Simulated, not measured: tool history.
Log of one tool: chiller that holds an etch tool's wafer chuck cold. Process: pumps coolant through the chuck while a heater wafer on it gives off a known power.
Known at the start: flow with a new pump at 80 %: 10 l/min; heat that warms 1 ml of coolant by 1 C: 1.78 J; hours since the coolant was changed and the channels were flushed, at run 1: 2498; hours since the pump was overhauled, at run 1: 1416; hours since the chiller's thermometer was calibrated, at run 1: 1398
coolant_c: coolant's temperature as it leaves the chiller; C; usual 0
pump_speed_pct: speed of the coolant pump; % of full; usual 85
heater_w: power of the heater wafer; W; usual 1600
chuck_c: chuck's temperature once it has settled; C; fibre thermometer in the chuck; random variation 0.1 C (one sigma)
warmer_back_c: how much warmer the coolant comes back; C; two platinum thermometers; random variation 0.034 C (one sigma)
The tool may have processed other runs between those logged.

run	day	coolant_c	pump_speed_pct	heater_w	hours since the coolant was changed and the channels were flushed	hours since the pump was overhauled	hours since the chiller's thermometer was calibrated	chuck_c	warmer_back_c
1	0	0	85	1600	2498	1416	1398	11.3	5.07
2	1.033	0	85	1600	2523	1441	1423	11.4	5.07
3	2.025	0	83	1600	2546	1465	1447	11.7	5.19
4	3.554	0	83	1600	2583	1501	1484	11.4	5.21
5	5.204	0	83	1600	2623	1541	1523	11.5	5.2
6	6.746	0	83	1600	2660	1578	1560	11.6	5.26
7	8.042	-8	85	1600	2691	1609	1591	3.3	5.08
8	9.05	-8	85	1600	2715	1633	1616	3.3	5.13
9	10.671	0	85	1600	2754	1672	1655	11.4	5.14
10	11.6	6	85	1600	2776	1694	1677	17.5	5.19
11	12.542	6	85	1600	2799	1717	1699	17.4	5.19
12	14.096	6	85	1600	2836	1754	1737	17.3	5.11
13	15.033	0	85	2015	2859	1777	1759	14.1	6.56
14	15.929	0	85	2015	2880	1798	1781	14.4	6.52
15	17.438	0	85	2015	2916	1835	1817	14.1	6.51
16	18.533	0	85	2047	2943	1861	1843	14.6	6.57
17	19.704	0	85	2047	2971	1889	1871	14.7	6.64
18	20.892	0	62	1424	2999	1917	1900	12.8	6.44
19	22.175	-2	74	2174	3030	1948	1931	15.2	8.17
20	23.588	9	79	1332	3064	1982	1965	19	4.75
21	25.067	-5	85	1980	3099	2018	2000	9	6.4
22	25.771	-6	94	981	3116	2035	2017	0.5	3.01
23	27.217	5	72	981	3151	2069	2052	13.1	3.9
24	28.4	-6	61	1487	3179	2098	2080	7.5	6.81
25	29.317	-10	89	1087	3201	2120	2102	-2.5	3.5
26	30.7	-10	89	1087	3235	2153	2135	-2.5	3.5
27	32.321	-10	89	811	3274	2192	2174	-4.6	2.67
28	33.162	-1	95	1901	3294	2212	2194	11.6	5.59
29	34.217	-1	95	1901	3319	2237	2220	11.4	5.57
30	35.579	0	85	2340	3352	2270	2252	16.6	7.7
# day 36.442: gauge calibrated
31	36.55	1	63	1734	3375	2293	2276	16.5	7.59
32	37.588	-7	97	2123	3400	2318	2301	6.5	5.85

Hidden state at the last listed run before each entry between runs and at the first one after, where it differs:
Between runs 30 and 31: gauge calibrated (day 36.442)
  drift of the gauge itself on warmer_back_c, C: 0.28 -> 0
  what was measured, less what the result would be without the hidden state, warmer_back_c: +0.28 -> +0.01 C

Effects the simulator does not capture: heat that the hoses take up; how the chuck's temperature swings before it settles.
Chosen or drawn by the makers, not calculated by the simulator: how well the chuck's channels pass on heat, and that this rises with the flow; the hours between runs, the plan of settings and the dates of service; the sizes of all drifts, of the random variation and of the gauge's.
